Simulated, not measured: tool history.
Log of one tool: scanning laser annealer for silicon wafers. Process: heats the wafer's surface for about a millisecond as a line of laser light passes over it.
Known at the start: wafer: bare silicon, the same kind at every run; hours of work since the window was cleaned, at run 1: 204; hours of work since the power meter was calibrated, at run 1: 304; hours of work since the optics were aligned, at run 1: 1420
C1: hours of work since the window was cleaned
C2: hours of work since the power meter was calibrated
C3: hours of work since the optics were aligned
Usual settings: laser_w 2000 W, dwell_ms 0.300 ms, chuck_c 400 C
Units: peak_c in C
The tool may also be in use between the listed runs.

{"run": 1, "hour": 0.0, "laser_w": 2000, "dwell_ms": 0.3, "chuck_c": 400, "C1": 204, "C2": 304, "C3": 1420, "peak_c": 1169}
{"run": 2, "hour": 6.0, "laser_w": 1720, "dwell_ms": 0.3, "chuck_c": 400, "C1": 209, "C2": 309, "C3": 1425, "peak_c": 1041}
{"run": 3, "hour": 10.7, "laser_w": 2000, "dwell_ms": 0.3, "chuck_c": 400, "C1": 213, "C2": 313, "C3": 1429, "peak_c": 1171}
{"run": 4, "hour": 19.3, "laser_w": 2000, "dwell_ms": 0.3, "chuck_c": 400, "C1": 220, "C2": 320, "C3": 1435, "peak_c": 1172}
{"run": 5, "hour": 26.5, "laser_w": 2000, "dwell_ms": 0.3, "chuck_c": 400, "C1": 225, "C2": 325, "C3": 1441, "peak_c": 1170}
{"run": 6, "hour": 33.5, "laser_w": 2000, "dwell_ms": 0.3, "chuck_c": 400, "C1": 231, "C2": 331, "C3": 1447, "peak_c": 1167}
{"run": 7, "hour": 40.5, "laser_w": 2000, "dwell_ms": 0.233, "chuck_c": 400, "C1": 236, "C2": 336, "C3": 1452, "peak_c": 1084}
{"run": 8, "hour": 49.3, "laser_w": 2000, "dwell_ms": 0.231, "chuck_c": 400, "C1": 243, "C2": 343, "C3": 1459, "peak_c": 1079}
{"hour": 53.0, "done": "laser's power meter calibrated"}
{"run": 9, "hour": 56.5, "laser_w": 1743, "dwell_ms": 0.231, "chuck_c": 400, "C1": 247, "C2": 3, "C3": 1462, "peak_c": 972}
{"hour": 64.3, "done": "optics aligned, line set to its width"}
{"run": 10, "hour": 69.3, "laser_w": 2000, "dwell_ms": 0.21, "chuck_c": 400, "C1": 253, "C2": 9, "C3": 4, "peak_c": 1068}
{"run": 11, "hour": 75.0, "laser_w": 2000, "dwell_ms": 0.3, "chuck_c": 400, "C1": 257, "C2": 13, "C3": 8, "peak_c": 1188}
{"run": 12, "hour": 81.3, "laser_w": 2000, "dwell_ms": 0.3, "chuck_c": 400, "C1": 262, "C2": 18, "C3": 13, "peak_c": 1187}
{"run": 13, "hour": 85.3, "laser_w": 2000, "dwell_ms": 0.3, "chuck_c": 400, "C1": 265, "C2": 22, "C3": 17, "peak_c": 1189}
{"run": 14, "hour": 90.7, "laser_w": 2000, "dwell_ms": 0.3, "chuck_c": 400, "C1": 270, "C2": 26, "C3": 21, "peak_c": 1188}
{"run": 15, "hour": 100.3, "laser_w": 2000, "dwell_ms": 0.3, "chuck_c": 400, "C1": 277, "C2": 33, "C3": 28, "peak_c": 1187}
{"hour": 109.4, "done": "laser's power meter calibrated, once more"}
{"run": 16, "hour": 110.6, "laser_w": 1818, "dwell_ms": 0.3, "chuck_c": 379, "C1": 283, "C2": 1, "C3": 34, "peak_c": 1081}
{"run": 17, "hour": 119.2, "laser_w": 2000, "dwell_ms": 0.32, "chuck_c": 400, "C1": 290, "C2": 8, "C3": 41, "peak_c": 1212}
{"run": 18, "hour": 127.0, "laser_w": 1913, "dwell_ms": 0.32, "chuck_c": 408, "C1": 296, "C2": 14, "C3": 47, "peak_c": 1170}
{"run": 19, "hour": 136.5, "laser_w": 1861, "dwell_ms": 0.3, "chuck_c": 417, "C1": 303, "C2": 21, "C3": 55, "peak_c": 1137}
{"run": 20, "hour": 141.1, "laser_w": 2000, "dwell_ms": 0.266, "chuck_c": 400, "C1": 307, "C2": 25, "C3": 58, "peak_c": 1141}
{"run": 21, "hour": 148.9, "laser_w": 1899, "dwell_ms": 0.304, "chuck_c": 385, "C1": 313, "C2": 31, "C3": 64, "peak_c": 1124}
{"run": 22, "hour": 153.6, "laser_w": 2122, "dwell_ms": 0.253, "chuck_c": 400, "C1": 317, "C2": 35, "C3": 68, "peak_c": 1178}

Run 23 comes next. What will it give?
{"run": 23, "hour": 160.7, "laser_w": 2122, "dwell_ms": 0.253, "chuck_c": 418, "C1": 322, "C2": 41, "C3": 74, "peak_c": "?"}

{"run 23": {"peak_c": 1194}}
Without the tool's hidden state the same run would have given peak_c 1223 C.

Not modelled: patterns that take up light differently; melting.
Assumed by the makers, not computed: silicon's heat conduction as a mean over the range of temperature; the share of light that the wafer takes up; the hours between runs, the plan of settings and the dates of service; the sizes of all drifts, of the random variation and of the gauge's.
